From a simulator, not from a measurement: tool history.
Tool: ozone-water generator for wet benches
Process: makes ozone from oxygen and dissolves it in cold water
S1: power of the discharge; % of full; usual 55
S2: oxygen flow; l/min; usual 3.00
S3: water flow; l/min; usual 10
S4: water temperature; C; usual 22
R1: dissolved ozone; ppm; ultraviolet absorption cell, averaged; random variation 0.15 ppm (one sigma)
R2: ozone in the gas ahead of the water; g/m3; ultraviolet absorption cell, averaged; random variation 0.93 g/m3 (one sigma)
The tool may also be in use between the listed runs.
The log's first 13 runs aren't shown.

run 14 hour=320.1 | S1=55 S2=3.00 S3=10 S4=22 | R1=18.4 R2=156.5
run 15 hour=347.7 | S1=55 S2=3.00 S3=10 S4=18 | R1=19.5 R2=157.1
run 16 hour=374.4 | S1=55 S2=3.00 S3=8 S4=18 | R1=22.4 R2=156.4
run 17 hour=393.5 | S1=64 S2=3.00 S3=8 S4=24 | R1=21.9 R2=169.3
run 18 hour=412.5 | S1=64 S2=3.00 S3=6 S4=24 | R1=25.2 R2=169.3
run 19 hour=428.2 | S1=49 S2=3.00 S3=6 S4=24 | R1=21.8 R2=143.5
run 20 hour=449.6 | S1=49 S2=3.07 S3=13 S4=24 | R1=13.7 R2=142.5
run 21 hour=471.0 | S1=49 S2=3.07 S3=13 S4=24 | R1=13.7 R2=142.9
run 22 hour=488.4 | S1=67 S2=4.50 S3=9 S4=17 | R1=21.3 R2=130.0
run 23 hour=521.8 | S1=43 S2=2.01 S3=10 S4=22 | R1=16.9 R2=177.8
run 24 hour=539.3 | S1=50 S2=2.99 S3=9 S4=27 | R1=16.7 R2=146.3
run 25 hour=571.8 | S1=50 S2=4.23 S3=13 S4=17 | R1=14.7 R2=115.1
run 26 hour=607.2 | S1=41 S2=4.08 S3=12 S4=22 | R1=12.7 R2=105.4
run 27 hour=628.9 | S1=41 S2=4.08 S3=12 S4=22 | R1=12.8 R2=105.9
run 28 hour=651.3 | S1=41 S2=4.67 S3=12 S4=20 | R1=12.7 R2=95.8
run 29 hour=672.6 | S1=80 S2=4.80 S3=10 S4=22 | R1=19.7 R2=139.0
run 30 hour=690.4 | S1=50 S2=3.00 S3=7 S4=25 | R1=19.7 R2=145.3

Forecast each of these 4 alternatives for the next run:
run A hour=707.2 | S1=76 S2=3.00 S3=10 S4=22 | R1=? R2=?
run B hour=707.2 | S1=50 S2=3.32 S3=9 S4=25 | R1=? R2=?
run C hour=707.2 | S1=55 S2=3.59 S3=6 S4=20 | R1=? R2=?
run D hour=707.2 | S1=50 S2=3.00 S3=13 S4=25 | R1=? R2=?

run=A R1=21.5 R2=184.0
run=B R1=16.4 R2=136.1
run=C R1=23.2 R2=135.9
run=D R1=13.7 R2=145.0
Without the tool's hidden state the same runs would have given:
run=A R1=23.1 R2=189.9
run=B R1=17.5 R2=139.4
run=C R1=24.7 R2=139.4
run=D R1=14.7 R2=148.6
